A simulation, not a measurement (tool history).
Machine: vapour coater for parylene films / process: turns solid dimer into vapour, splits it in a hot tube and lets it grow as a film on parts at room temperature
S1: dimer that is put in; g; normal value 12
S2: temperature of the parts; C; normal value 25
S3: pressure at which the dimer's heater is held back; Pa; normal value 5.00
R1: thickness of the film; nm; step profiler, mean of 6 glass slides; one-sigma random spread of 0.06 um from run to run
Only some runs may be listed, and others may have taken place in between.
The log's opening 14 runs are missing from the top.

| run | hour | S1 | S2 | S3 | R1 |
|---|---|---|---|---|---|
| 15 | 217.6 | 6 | 19 | 5.00 | 3760 |
| 16 | 230.5 | 17 | 35 | 10.87 | 5800 |
|  | 243.1 | trap's valve overhauled |
| 17 | 254.5 | 17 | 25 | 5.00 | 9920 |
| 18 | 272.3 | 9 | 25 | 5.00 | 5210 |
| 19 | 295.0 | 20 | 27 | 2.11 | 11980 |
| 20 | 307.5 | 20 | 27 | 2.11 | 11940 |
| 21 | 317.8 | 11 | 27 | 5.00 | 6000 |
| 22 | 338.1 | 9 | 37 | 3.18 | 3690 |
| 23 | 353.6 | 9 | 37 | 3.18 | 3630 |
| 24 | 376.8 | 13 | 34 | 3.53 | 5750 |
| 25 | 393.2 | 12 | 30 | 7.81 | 5540 |
| 26 | 411.2 | 12 | 30 | 7.81 | 5580 |
| 27 | 421.5 | 11 | 27 | 5.00 | 5820 |
| 28 | 439.4 | 11 | 34 | 8.58 | 4430 |
| 29 | 458.2 | 15 | 28 | 5.00 | 7650 |
| 30 | 473.6 | 15 | 28 | 5.00 | 7670 |

Below are 5 alternative next runs, each starting from the tool's condition after run 30. Predict each:
| A | 488.9 | 7 | 20 | 3.26 | ? |
| B | 488.9 | 12 | 25 | 4.56 | ? |
| C | 488.9 | 12 | 36 | 5.00 | ? |
| D | 488.9 | 15 | 29 | 7.07 | ? |
| E | 488.9 | 8 | 28 | 3.26 | ? |

| run | R1 |
|---|---|
| A | 4900 |
| B | 6830 |
| C | 4670 |
| D | 7200 |
| E | 4320 |
With no hidden state in the tool, these same runs would have given:
| run | R1 |
|---|---|
| A | 5100 |
| B | 7100 |
| C | 4850 |
| D | 7490 |
| E | 4490 |
